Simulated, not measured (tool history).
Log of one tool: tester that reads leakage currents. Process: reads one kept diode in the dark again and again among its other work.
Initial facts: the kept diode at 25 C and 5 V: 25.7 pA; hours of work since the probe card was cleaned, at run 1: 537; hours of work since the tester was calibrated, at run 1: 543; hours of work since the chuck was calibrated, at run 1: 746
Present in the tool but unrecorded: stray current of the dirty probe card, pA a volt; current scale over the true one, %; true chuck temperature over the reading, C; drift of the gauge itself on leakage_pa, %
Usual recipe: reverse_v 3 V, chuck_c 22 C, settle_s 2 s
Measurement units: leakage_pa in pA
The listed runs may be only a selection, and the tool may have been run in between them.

run     day  reverse_v  chuck_c  settle_s  hours of work since the probe card was cleaned  hours of work since the tester was calibrated  hours of work since the chuck was calibrated  leakage_pa
  1       0          3       22         2                                             537                                            543                                           746       15.44
  2    1.15          3       22         2                                             555                                            562                                           765        15.3
  3    1.95          3       22         2                                             568                                            575                                           778       15.38
  4   3.221          3       22         2                                             589                                            595                                           798       15.35
  5   4.012          3       22         2                                             602                                            608                                           811       15.39
  6   4.958          3       22         2                                             617                                            624                                           827       15.45
  7   6.388       1.74       26         2                                             640                                            647                                           850       15.86
  8   7.775       1.74       26         2                                             663                                            669                                           872       15.79
      7.938  -- tester calibrated
  9   8.742       1.45       49         2                                             677                                             13                                           887       86.66
 10     9.5       1.45       49         2                                             690                                             25                                           899       86.55
 11  10.304       4.37       59      1.06                                             703                                             38                                           912      309.07
 12  11.242       4.37       36      0.38                                             718                                             54                                           927        58.4

Branching from run 12: 3 alternative next runs. What would each branch give?
  A  12.512       4.37       36      0.62                                             739                                             74                                           948           ?
  B  12.512          3       47      0.37                                             739                                             74                                           948           ?
  C  12.512       1.44       36      0.38                                             739                                             74                                           948           ?

run  leakage_pa
  A       57.29
  B      108.37
  C       32.55
With no hidden state in the tool, these same runs would have given:
run  leakage_pa
  A        62.1
  B      119.77
  C        35.9

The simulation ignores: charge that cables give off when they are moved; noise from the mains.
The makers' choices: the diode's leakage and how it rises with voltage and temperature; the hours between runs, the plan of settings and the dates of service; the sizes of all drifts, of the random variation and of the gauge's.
